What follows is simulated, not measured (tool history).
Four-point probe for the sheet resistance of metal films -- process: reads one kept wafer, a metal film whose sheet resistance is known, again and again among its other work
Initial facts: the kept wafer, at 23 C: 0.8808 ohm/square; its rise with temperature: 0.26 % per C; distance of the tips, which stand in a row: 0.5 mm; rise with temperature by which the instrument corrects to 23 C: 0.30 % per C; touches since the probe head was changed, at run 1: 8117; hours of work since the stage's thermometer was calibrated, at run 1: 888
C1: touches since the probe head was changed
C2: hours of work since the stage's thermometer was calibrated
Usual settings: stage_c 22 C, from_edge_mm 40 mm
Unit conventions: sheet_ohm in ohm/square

Run 1, hour 0.0: usual settings; C1 8117; C2 888. Result: sheet_ohm 0.881925 ohm/square.
Run 2, hour 70.7: usual settings; C1 9476; C2 917. Result: sheet_ohm 0.881657 ohm/square.
Run 3, hour 116.6: usual settings; C1 10358; C2 935. Result: sheet_ohm 0.881844 ohm/square.
Run 4, hour 161.9: usual settings; C1 11229; C2 954. Result: sheet_ohm 0.882154 ohm/square.
Run 5, hour 207.5: usual settings; C1 12107; C2 973. Result: sheet_ohm 0.882150 ohm/square.
Run 6, hour 248.4: usual settings but from_edge_mm 5 mm; C1 12892; C2 989. Result: sheet_ohm 0.886888 ohm/square.
Run 7, hour 330.1: usual settings; C1 14463; C2 1023. Result: sheet_ohm 0.882621 ohm/square.
Run 8, hour 408.3: usual settings; C1 15966; C2 1055. Result: sheet_ohm 0.882680 ohm/square.
Run 9, hour 480.7: usual settings but from_edge_mm 3 mm; C1 17359; C2 1084. Result: sheet_ohm 0.895441 ohm/square.
Run 10, hour 524.3: usual settings but from_edge_mm 3 mm; C1 18197; C2 1102. Result: sheet_ohm 0.895833 ohm/square.
Run 11, hour 584.9: usual settings but stage_c 24 C; C1 19362; C2 1127. Result: sheet_ohm 0.881968 ohm/square.
Run 12, hour 624.8: usual settings; C1 20129; C2 1143. Result: sheet_ohm 0.882864 ohm/square.
Run 13, hour 659.4: usual settings but from_edge_mm 12 mm; C1 20795; C2 1157. Result: sheet_ohm 0.883747 ohm/square.
Run 14, hour 741.2: usual settings; C1 22367; C2 1191. Result: sheet_ohm 0.883362 ohm/square.
Run 15, hour 784.7: usual settings; C1 23205; C2 1209. Result: sheet_ohm 0.883072 ohm/square.
Run 16, hour 844.8: usual settings; C1 24360; C2 1233. Result: sheet_ohm 0.883320 ohm/square.
At hour 851.4: stage's thermometer calibrated.
Run 17, hour 885.2: usual settings; C1 25126; C2 14. Result: sheet_ohm 0.883836 ohm/square.
Run 18, hour 964.4: usual settings but from_edge_mm 5 mm; C1 26649; C2 46. Result: sheet_ohm 0.888395 ohm/square.
Run 19, hour 1003.2: usual settings but from_edge_mm 5 mm; C1 27397; C2 62. Result: sheet_ohm 0.888081 ohm/square.
Run 20, hour 1056.7: usual settings but from_edge_mm 5 mm; C1 28425; C2 84. Result: sheet_ohm 0.888775 ohm/square.
Run 21, hour 1124.0: usual settings but from_edge_mm 5 mm; C1 29718; C2 112. Result: sheet_ohm 0.888642 ohm/square.
Run 22, hour 1184.0: usual settings but from_edge_mm 22 mm; C1 30872; C2 136. Result: sheet_ohm 0.884426 ohm/square.
Run 23, hour 1225.0: usual settings but from_edge_mm 22 mm; C1 31660; C2 153. Result: sheet_ohm 0.884579 ohm/square.
At hour 1264.5: stage's thermometer calibrated, once more.
Run 24, hour 1301.8: usual settings but from_edge_mm 22 mm; C1 33127; C2 15. Result: sheet_ohm 0.884101 ohm/square.
Run 25, hour 1364.6: usual settings but from_edge_mm 6 mm; C1 34335; C2 41. Result: sheet_ohm 0.887176 ohm/square.
Run 26, hour 1398.4: usual settings but stage_c 34 C, from_edge_mm 17 mm; C1 34984; C2 55. Result: sheet_ohm 0.880075 ohm/square.
Run 27, hour 1447.6: usual settings but stage_c 34 C, from_edge_mm 14 mm; C1 35931; C2 75. Result: sheet_ohm 0.880392 ohm/square.
Run 28, hour 1494.9: usual settings but stage_c 34 C, from_edge_mm 14 mm; C1 36839; C2 94. Result: sheet_ohm 0.880476 ohm/square.
Run 29, hour 1539.3: usual settings but from_edge_mm 10 mm; C1 37694; C2 112. Result: sheet_ohm 0.885473 ohm/square.
Run 30, hour 1615.8: usual settings but from_edge_mm 10 mm; C1 39164; C2 144. Result: sheet_ohm 0.885419 ohm/square.
Run 31, hour 1692.5: usual settings but stage_c 23 C, from_edge_mm 43 mm; C1 40639; C2 175. Result: sheet_ohm 0.884356 ohm/square.
Run 32, hour 1742.3: usual settings but stage_c 26 C, from_edge_mm 43 mm; C1 41596; C2 196. Result: sheet_ohm 0.883124 ohm/square.
Run 33, hour 1796.6: usual settings but stage_c 30 C, from_edge_mm 5 mm; C1 42641; C2 218. Result: sheet_ohm 0.886458 ohm/square.
Run 34, hour 1831.1: usual settings but stage_c 26 C, from_edge_mm 12 mm; C1 43304; C2 232. Result: sheet_ohm 0.884510 ohm/square.
Run 35, hour 1902.1: usual settings but stage_c 26 C, from_edge_mm 12 mm; C1 44669; C2 261. Result: sheet_ohm 0.884321 ohm/square.
Run 36, hour 1953.0: usual settings but stage_c 29 C, from_edge_mm 11 mm; C1 45647; C2 282. Result: sheet_ohm 0.883309 ohm/square.
Run 37, hour 2019.6: usual settings but stage_c 29 C, from_edge_mm 3 mm; C1 46928; C2 309. Result: sheet_ohm 0.895696 ohm/square.
Run 38, hour 2100.2: usual settings but stage_c 29 C, from_edge_mm 3 mm; C1 48478; C2 342. Result: sheet_ohm 0.895650 ohm/square.
Run 39, hour 2169.7: usual settings but stage_c 26 C, from_edge_mm 26 mm; C1 49814; C2 370. Result: sheet_ohm 0.884162 ohm/square.
Run 40, hour 2234.2: usual settings but stage_c 19 C, from_edge_mm 4 mm; C1 51055; C2 397. Result: sheet_ohm 0.894136 ohm/square.
Run 41, hour 2278.1: usual settings but stage_c 31 C, from_edge_mm 3 mm; C1 51898; C2 415. Result: sheet_ohm 0.895516 ohm/square.
Run 42, hour 2323.0: usual settings but stage_c 31 C, from_edge_mm 3 mm; C1 52762; C2 433. Result: sheet_ohm 0.895712 ohm/square.
Run 43, hour 2392.0: usual settings but stage_c 31 C, from_edge_mm 3 mm; C1 54088; C2 461. Result: sheet_ohm 0.895506 ohm/square.
Run 44, hour 2436.8: usual settings but stage_c 31 C, from_edge_mm 3 mm; C1 54949; C2 480. Result: sheet_ohm 0.895967 ohm/square.
Run 45, hour 2514.6: usual settings but stage_c 31 C, from_edge_mm 8 mm; C1 56446; C2 512. Result: sheet_ohm 0.884530 ohm/square.

3 ways to go on from here, each from the tool as it stands after run 45. What would each give?
Run A, hour 2558.4: usual settings but stage_c 26 C, from_edge_mm 19 mm; C1 57288; C2 530. Result: sheet_ohm ?.
Run B, hour 2558.4: usual settings but stage_c 19 C, from_edge_mm 3 mm; C1 57288; C2 530. Result: sheet_ohm ?.
Run C, hour 2558.4: usual settings but stage_c 27 C, from_edge_mm 23 mm; C1 57288; C2 530. Result: sheet_ohm ?.

run  sheet_ohm
  A   0.885087
  B   0.900491
  C   0.884616
With the hidden condition removed and each run's random variation left untouched, the same runs would have given:
run  sheet_ohm
  A   0.880065
  B   0.895383
  C   0.879596

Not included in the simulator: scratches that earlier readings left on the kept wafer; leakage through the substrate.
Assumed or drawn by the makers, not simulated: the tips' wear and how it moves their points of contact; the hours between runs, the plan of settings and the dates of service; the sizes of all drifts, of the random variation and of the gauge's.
